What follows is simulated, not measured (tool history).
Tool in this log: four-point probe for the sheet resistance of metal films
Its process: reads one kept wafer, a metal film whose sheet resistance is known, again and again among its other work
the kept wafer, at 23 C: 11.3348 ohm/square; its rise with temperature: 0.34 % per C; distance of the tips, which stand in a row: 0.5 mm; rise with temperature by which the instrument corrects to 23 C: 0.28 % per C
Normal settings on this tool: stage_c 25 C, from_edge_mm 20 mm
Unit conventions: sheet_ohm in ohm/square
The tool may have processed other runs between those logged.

run	hour	stage_c	from_edge_mm	sheet_ohm
1	0	25	20	11.395236
2	27.4	25	20	11.395202
3	55.1	25	20	11.392796
4	90.9	25	20	11.396009
5	155.2	25	20	11.401513
6	202.5	25	20	11.397512
# hour 207.2: stage's thermometer calibrated
7	244	28	25	11.421698
8	271.3	34	8	11.489614
9	310.9	25	5	11.466028
10	363.8	25	5	11.46406

Branching from run 10: 4 alternative next runs. What would each branch give?
A	429.9	25	52	?
B	429.9	24	5	?
C	429.9	19	8	?
D	429.9	30	20	?

run	sheet_ohm
A	11.411275
B	11.462968
C	11.388175
D	11.447112
What these runs would have given with no unlogged condition in the tool:
run	sheet_ohm
A	11.35347
B	11.404875
C	11.330219
D	11.38935

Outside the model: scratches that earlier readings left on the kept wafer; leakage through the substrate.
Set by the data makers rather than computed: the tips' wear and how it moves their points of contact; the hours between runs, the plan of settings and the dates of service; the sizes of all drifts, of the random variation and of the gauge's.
